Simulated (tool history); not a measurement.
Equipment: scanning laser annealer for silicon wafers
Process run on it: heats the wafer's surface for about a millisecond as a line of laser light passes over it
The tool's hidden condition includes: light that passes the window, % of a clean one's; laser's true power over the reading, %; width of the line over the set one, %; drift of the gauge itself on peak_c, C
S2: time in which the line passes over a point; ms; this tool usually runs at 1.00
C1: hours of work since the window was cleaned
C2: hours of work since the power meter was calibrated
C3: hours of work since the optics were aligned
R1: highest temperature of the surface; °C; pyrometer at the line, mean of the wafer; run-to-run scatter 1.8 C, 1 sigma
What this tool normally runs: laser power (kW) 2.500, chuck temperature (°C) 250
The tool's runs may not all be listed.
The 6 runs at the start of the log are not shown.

run 7 hour=236.6 | laser_power_(kW)=2.391 S2=1.00 chuck_temperature_(°C)=250 | C1=957 C2=799 C3=957 | R1=927
-- hour=266.0 window over the wafer cleaned
run 8 hour=271.5 | laser_power_(kW)=2.391 S2=1.00 chuck_temperature_(°C)=250 | C1=4 C2=822 C3=981 | R1=956
run 9 hour=325.1 | laser_power_(kW)=2.391 S2=1.00 chuck_temperature_(°C)=250 | C1=42 C2=860 C3=1019 | R1=953
run 10 hour=353.8 | laser_power_(kW)=2.391 S2=1.00 chuck_temperature_(°C)=250 | C1=62 C2=880 C3=1039 | R1=952
run 11 hour=378.3 | laser_power_(kW)=2.391 S2=1.00 chuck_temperature_(°C)=250 | C1=79 C2=898 C3=1056 | R1=952
run 12 hour=420.1 | laser_power_(kW)=2.500 S2=1.00 chuck_temperature_(°C)=263 | C1=109 C2=927 C3=1086 | R1=1007
run 13 hour=454.8 | laser_power_(kW)=2.500 S2=1.00 chuck_temperature_(°C)=263 | C1=133 C2=952 C3=1110 | R1=1006
run 14 hour=482.9 | laser_power_(kW)=2.500 S2=1.21 chuck_temperature_(°C)=250 | C1=153 C2=972 C3=1130 | R1=1076
run 15 hour=523.1 | laser_power_(kW)=2.500 S2=1.00 chuck_temperature_(°C)=250 | C1=182 C2=1000 C3=1158 | R1=991
run 16 hour=547.0 | laser_power_(kW)=2.500 S2=1.00 chuck_temperature_(°C)=250 | C1=198 C2=1017 C3=1175 | R1=995
run 17 hour=579.1 | laser_power_(kW)=2.577 S2=0.80 chuck_temperature_(°C)=250 | C1=221 C2=1039 C3=1198 | R1=928
run 18 hour=633.3 | laser_power_(kW)=2.500 S2=1.00 chuck_temperature_(°C)=231 | C1=259 C2=1078 C3=1236 | R1=972
run 19 hour=671.1 | laser_power_(kW)=2.285 S2=1.00 chuck_temperature_(°C)=260 | C1=286 C2=1104 C3=1263 | R1=915
run 20 hour=704.0 | laser_power_(kW)=2.285 S2=1.00 chuck_temperature_(°C)=260 | C1=309 C2=1128 C3=1286 | R1=911
run 21 hour=740.8 | laser_power_(kW)=2.285 S2=1.17 chuck_temperature_(°C)=212 | C1=335 C2=1154 C3=1312 | R1=927
run 22 hour=787.5 | laser_power_(kW)=2.612 S2=1.23 chuck_temperature_(°C)=287 | C1=368 C2=1187 C3=1345 | R1=1165
run 23 hour=838.2 | laser_power_(kW)=2.398 S2=0.77 chuck_temperature_(°C)=279 | C1=404 C2=1222 C3=1381 | R1=878
run 24 hour=866.2 | laser_power_(kW)=2.503 S2=1.00 chuck_temperature_(°C)=250 | C1=424 C2=1242 C3=1401 | R1=987
run 25 hour=903.3 | laser_power_(kW)=2.503 S2=0.91 chuck_temperature_(°C)=232 | C1=450 C2=1268 C3=1427 | R1=929
run 26 hour=939.7 | laser_power_(kW)=2.500 S2=0.82 chuck_temperature_(°C)=266 | C1=476 C2=1294 C3=1453 | R1=919
run 27 hour=980.7 | laser_power_(kW)=2.500 S2=0.82 chuck_temperature_(°C)=266 | C1=505 C2=1323 C3=1481 | R1=917
run 28 hour=1023.5 | laser_power_(kW)=2.330 S2=1.00 chuck_temperature_(°C)=225 | C1=535 C2=1353 C3=1512 | R1=892
run 29 hour=1066.4 | laser_power_(kW)=2.429 S2=0.88 chuck_temperature_(°C)=258 | C1=565 C2=1384 C3=1542 | R1=913
run 30 hour=1115.6 | laser_power_(kW)=2.429 S2=0.88 chuck_temperature_(°C)=258 | C1=600 C2=1418 C3=1577 | R1=906
run 31 hour=1151.6 | laser_power_(kW)=2.167 S2=1.08 chuck_temperature_(°C)=258 | C1=625 C2=1444 C3=1602 | R1=889

Branching from run 31: 4 alternative next runs. What would each branch give?
run A hour=1183.7 | laser_power_(kW)=2.500 S2=0.76 chuck_temperature_(°C)=213 | C1=648 C2=1466 C3=1625 | R1=?
run B hour=1183.7 | laser_power_(kW)=2.231 S2=1.00 chuck_temperature_(°C)=273 | C1=648 C2=1466 C3=1625 | R1=?
run C hour=1183.7 | laser_power_(kW)=2.589 S2=0.71 chuck_temperature_(°C)=228 | C1=648 C2=1466 C3=1625 | R1=?
run D hour=1183.7 | laser_power_(kW)=2.372 S2=1.10 chuck_temperature_(°C)=251 | C1=648 C2=1466 C3=1625 | R1=?

run=A R1=833
run=B R1=896
run=C R1=857
run=D R1=966
Without the tool's unlogged condition, the same runs would have read:
run=A R1=855
run=B R1=918
run=C R1=879
run=D R1=991
